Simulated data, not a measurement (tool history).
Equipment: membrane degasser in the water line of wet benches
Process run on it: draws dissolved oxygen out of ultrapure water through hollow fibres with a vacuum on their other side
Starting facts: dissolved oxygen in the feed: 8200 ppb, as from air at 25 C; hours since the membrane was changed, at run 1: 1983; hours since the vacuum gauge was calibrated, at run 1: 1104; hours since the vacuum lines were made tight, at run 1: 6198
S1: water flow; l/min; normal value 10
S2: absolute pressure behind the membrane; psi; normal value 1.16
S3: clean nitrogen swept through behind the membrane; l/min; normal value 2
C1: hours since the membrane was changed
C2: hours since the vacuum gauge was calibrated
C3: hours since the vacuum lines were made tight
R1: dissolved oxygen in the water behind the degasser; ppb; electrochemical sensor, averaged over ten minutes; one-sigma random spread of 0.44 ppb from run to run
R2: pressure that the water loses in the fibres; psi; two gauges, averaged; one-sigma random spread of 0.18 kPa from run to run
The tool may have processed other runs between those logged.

run,hour,S1,S2,S3,C1,C2,C3,R1,R2
1,0,10,1.16,2,1983,1104,6198,63.7,4.936
2,28.2,10,1.16,2,2011,1132,6226,64.4,4.939
3,72.3,10,1.16,2,2055,1176,6270,64.3,4.918
4,122,10,1.16,2,2105,1226,6320,63.8,4.969
5,177.5,10,1.16,2,2160,1281,6375,64.4,4.95
6,217,10,1.16,2,2200,1321,6415,64.7,4.925
7,273.6,10,2.302,2,2256,1377,6471,164,4.992
8,336.3,10,2.302,2,2319,1440,6534,165.1,4.972
9,363.2,10,1.33,2,2346,1467,6561,79.9,4.947
10,426.7,10,1.33,2,2409,1530,6624,79.7,4.92
11,485.6,10,0.835,3.11,2468,1589,6683,24.5,4.95
12,515,14,1.096,3.11,2498,1619,6713,57.8,6.927
13,544.9,15,1.16,1.72,2528,1648,6743,112.9,7.474
14,606.8,9,1.339,2.79,2590,1710,6804,53.2,4.515
15,653,11,1.68,2.76,2636,1757,6851,90.8,5.449
16,720,10,1.342,2.44,2703,1824,6918,67.8,5.005

Measured result minus the same run's result without the hidden state. Both carry the same run-to-run variation, though not necessarily the same gauge scatter:
The hidden state here: membrane still open, %; true pressure behind the membrane over the reading, kPa; air that leaks in behind the membrane, l/min; drift of the gauge itself on oxygen_ppb, %; drift of the gauge itself on loss_of_pressure_kpa, %.
run,R1,R2
1,+4,+0.044
2,+4.1,+0.045
3,+4.1,+0.045
4,+4.1,+0.046
5,+4.3,+0.048
6,+4.3,+0.049
7,+9.5,+0.051
8,+9.7,+0.051
9,+5.2,+0.052
10,+5.3,+0.055
11,+2.1,+0.055
12,+3.5,+0.08
13,+5.8,+0.086
14,+4.1,+0.052
15,+5.7,+0.065
16,+4.9,+0.061
